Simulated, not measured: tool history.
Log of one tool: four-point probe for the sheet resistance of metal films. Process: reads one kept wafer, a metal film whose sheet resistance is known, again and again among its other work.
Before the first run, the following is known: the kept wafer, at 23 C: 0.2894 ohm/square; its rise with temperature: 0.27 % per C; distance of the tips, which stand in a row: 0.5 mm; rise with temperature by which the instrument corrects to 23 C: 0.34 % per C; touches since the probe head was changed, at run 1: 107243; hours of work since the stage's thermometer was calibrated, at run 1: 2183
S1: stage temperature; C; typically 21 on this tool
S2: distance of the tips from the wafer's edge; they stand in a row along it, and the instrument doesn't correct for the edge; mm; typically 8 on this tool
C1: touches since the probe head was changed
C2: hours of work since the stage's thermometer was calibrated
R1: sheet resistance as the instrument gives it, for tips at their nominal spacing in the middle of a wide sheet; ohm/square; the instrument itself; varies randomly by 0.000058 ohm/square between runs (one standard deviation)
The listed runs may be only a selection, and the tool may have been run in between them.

run,hour,S1,S2,C1,C2,R1
1,0.0,21,8,107243,2183,0.290400
2,54.8,21,8,109113,2225,0.290438
# hour 155.3: new probe head fitted
3,172.9,21,8,602,2316,0.290387
4,247.5,21,4,3149,2374,0.292309
5,355.3,21,8,6834,2458,0.290390
6,439.0,21,8,9691,2523,0.290446
7,496.8,21,20,11665,2568,0.289902
8,584.8,21,20,14672,2637,0.289871
9,652.3,26,75,16978,2689,0.288878
10,740.9,26,75,20005,2758,0.288949
# hour 800.0: stage's thermometer calibrated
11,802.0,24,54,22075,2,0.289265
12,905.6,32,3,25615,82,0.291991
13,1008.9,26,6,29143,162,0.289862
14,1081.5,29,18,31622,219,0.288460
15,1161.5,31,26,34354,281,0.288026
16,1220.2,31,26,36359,327,0.287998

Each row is a separate what-if for the run after 16, all from the same tool condition, not one after another. Results?
A,1305.0,21,5,39257,393,?
B,1305.0,21,26,39257,393,?
C,1305.0,22,15,39257,393,?

run,R1
A,0.291263
B,0.289812
C,0.289731
Stripped of hidden state, with their random variation kept, the same runs would have yielded:
run,R1
A,0.291245
B,0.289794
C,0.289713
